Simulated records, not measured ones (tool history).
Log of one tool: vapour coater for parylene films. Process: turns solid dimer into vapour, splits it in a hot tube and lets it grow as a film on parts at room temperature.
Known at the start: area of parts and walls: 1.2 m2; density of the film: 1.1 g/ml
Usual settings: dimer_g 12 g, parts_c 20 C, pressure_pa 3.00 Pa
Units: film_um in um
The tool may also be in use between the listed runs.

run,day,dimer_g,parts_c,pressure_pa,film_um
1,0.000,12,20,3.00,6.98
2,1.446,12,20,8.73,6.10
3,3.425,12,20,3.00,6.96
4,4.433,12,20,3.00,6.99
5,6.383,12,20,3.00,6.97
# day 7.329: trap's valve overhauled
6,7.600,13,20,3.00,7.52
7,9.275,12,20,3.00,6.97
8,10.288,12,20,3.00,6.96
9,12.571,12,20,3.00,6.99
10,13.683,6,20,3.00,3.48
11,15.354,6,20,3.00,3.48
12,16.350,6,20,3.00,3.48
13,17.333,6,20,3.00,3.48
14,19.171,12,14,3.00,8.72
15,21.496,12,28,3.00,5.19
16,23.467,12,28,3.00,5.18
17,24.525,12,27,3.00,5.37
18,26.442,12,20,3.00,6.96
19,28.162,12,20,3.00,6.97
20,30.129,12,20,3.00,6.97
21,31.696,12,20,3.00,6.98
22,33.542,12,20,3.00,6.98
23,35.458,12,20,10.15,6.02
24,36.700,18,20,10.15,8.98
25,38.862,12,20,10.87,5.95
26,40.212,8,12,4.46,5.94
27,41.442,8,12,4.46,5.93
# day 42.800: trap's valve overhauled
28,43.833,12,29,3.00,5.00
29,45.921,10,14,3.38,7.15
30,47.692,7,13,3.00,5.22
31,49.000,12,20,9.74,6.03
32,51.392,12,20,9.74,6.02
33,53.362,12,20,9.74,6.02
34,54.442,12,20,9.74,6.05
35,55.846,9,20,3.00,5.24
36,56.938,15,20,2.35,8.95
37,57.958,20,16,2.35,13.89
38,59.888,20,16,2.35,13.87
39,62.121,18,30,2.84,7.29
40,64.154,17,30,4.02,6.57
41,66.217,12,19,4.02,6.98
42,67.554,8,17,3.20,5.16
43,69.008,12,27,2.12,5.63
44,70.296,12,21,3.65,6.54
45,71.812,12,21,3.65,6.56
46,73.625,15,21,3.65,8.19
47,75.229,15,21,3.65,8.20

4 ways to go on from here, each from the tool as it stands after run 47. What would each give?
A,76.900,19,20,3.87,?
B,76.900,7,32,3.00,?
C,76.900,15,21,2.00,?
D,76.900,15,13,3.65,?

run,film_um
A,10.66
B,2.61
C,8.81
D,10.97
Without the tool's hidden state the same runs would have given:
run,film_um
A,10.66
B,2.62
C,8.82
D,10.98

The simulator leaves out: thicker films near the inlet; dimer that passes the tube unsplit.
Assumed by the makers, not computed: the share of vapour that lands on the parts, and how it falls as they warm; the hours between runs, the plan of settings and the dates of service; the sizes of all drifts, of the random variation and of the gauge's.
